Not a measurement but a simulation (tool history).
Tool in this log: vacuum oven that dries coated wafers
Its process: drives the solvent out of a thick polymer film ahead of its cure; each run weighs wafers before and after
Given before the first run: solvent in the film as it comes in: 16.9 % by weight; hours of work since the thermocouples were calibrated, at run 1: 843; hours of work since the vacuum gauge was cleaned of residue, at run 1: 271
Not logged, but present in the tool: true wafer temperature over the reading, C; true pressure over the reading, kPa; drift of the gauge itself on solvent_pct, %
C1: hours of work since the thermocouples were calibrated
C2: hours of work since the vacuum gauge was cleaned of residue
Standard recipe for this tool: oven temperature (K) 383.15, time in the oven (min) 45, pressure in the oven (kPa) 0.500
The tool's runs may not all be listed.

Run 1, hour 0.0: usual settings; C1 843; C2 271. Result: solvent left in the film (%) 0.82.
Run 2, hour 13.9: usual settings; C1 852; C2 280. Result: solvent left in the film (%) 0.80.
Run 3, hour 22.5: usual settings but pressure in the oven (kPa) 1.258; C1 857; C2 285. Result: solvent left in the film (%) 1.05.
Run 4, hour 30.8: usual settings but pressure in the oven (kPa) 0.496; C1 862; C2 290. Result: solvent left in the film (%) 0.79.
Run 5, hour 43.0: usual settings but pressure in the oven (kPa) 0.496; C1 869; C2 298. Result: solvent left in the film (%) 0.79.
Run 6, hour 51.2: usual settings but pressure in the oven (kPa) 1.345; C1 874; C2 303. Result: solvent left in the film (%) 1.08.
Run 7, hour 60.1: usual settings but pressure in the oven (kPa) 1.345; C1 880; C2 308. Result: solvent left in the film (%) 1.10.
Run 8, hour 68.4: usual settings but oven temperature (K) 388.15, pressure in the oven (kPa) 1.345; C1 885; C2 313. Result: solvent left in the film (%) 0.59.
Run 9, hour 79.1: usual settings; C1 892; C2 320. Result: solvent left in the film (%) 0.85.
Run 10, hour 87.9: usual settings; C1 897; C2 325. Result: solvent left in the film (%) 0.77.
Run 11, hour 95.9: usual settings but oven temperature (K) 397.15, time in the oven (min) 53, pressure in the oven (kPa) 0.421; C1 902; C2 330. Result: solvent left in the film (%) 0.11.
Run 12, hour 105.0: usual settings but time in the oven (min) 37, pressure in the oven (kPa) 1.362; C1 907; C2 335. Result: solvent left in the film (%) 1.52.
Run 13, hour 111.0: usual settings but oven temperature (K) 392.15, time in the oven (min) 26, pressure in the oven (kPa) 0.353; C1 911; C2 339. Result: solvent left in the film (%) 0.74.
Run 14, hour 123.1: usual settings but oven temperature (K) 392.15, time in the oven (min) 26, pressure in the oven (kPa) 0.353; C1 918; C2 346. Result: solvent left in the film (%) 0.74.
Run 15, hour 132.6: usual settings but time in the oven (min) 30; C1 924; C2 352. Result: solvent left in the film (%) 1.95.
Run 16, hour 141.8: usual settings but time in the oven (min) 30; C1 930; C2 358. Result: solvent left in the film (%) 1.94.
Run 17, hour 147.8: usual settings but oven temperature (K) 386.15; C1 933; C2 362. Result: solvent left in the film (%) 0.54.
Run 18, hour 162.5: usual settings but time in the oven (min) 29, pressure in the oven (kPa) 0.814; C1 942; C2 371. Result: solvent left in the film (%) 2.15.
Run 19, hour 174.6: usual settings but time in the oven (min) 29, pressure in the oven (kPa) 0.814; C1 950; C2 378. Result: solvent left in the film (%) 2.15.

Run 20 comes next. What will it give?
Run 20, hour 183.3: usual settings but oven temperature (K) 394.15, time in the oven (min) 23, pressure in the oven (kPa) 0.617; C1 955; C2 383. Result: solvent left in the film (%) ?.

Run 20 measured solvent left in the film (%) 0.79.
The same run, on a tool lacking any hidden state, would have yielded solvent left in the film (%) 0.79.
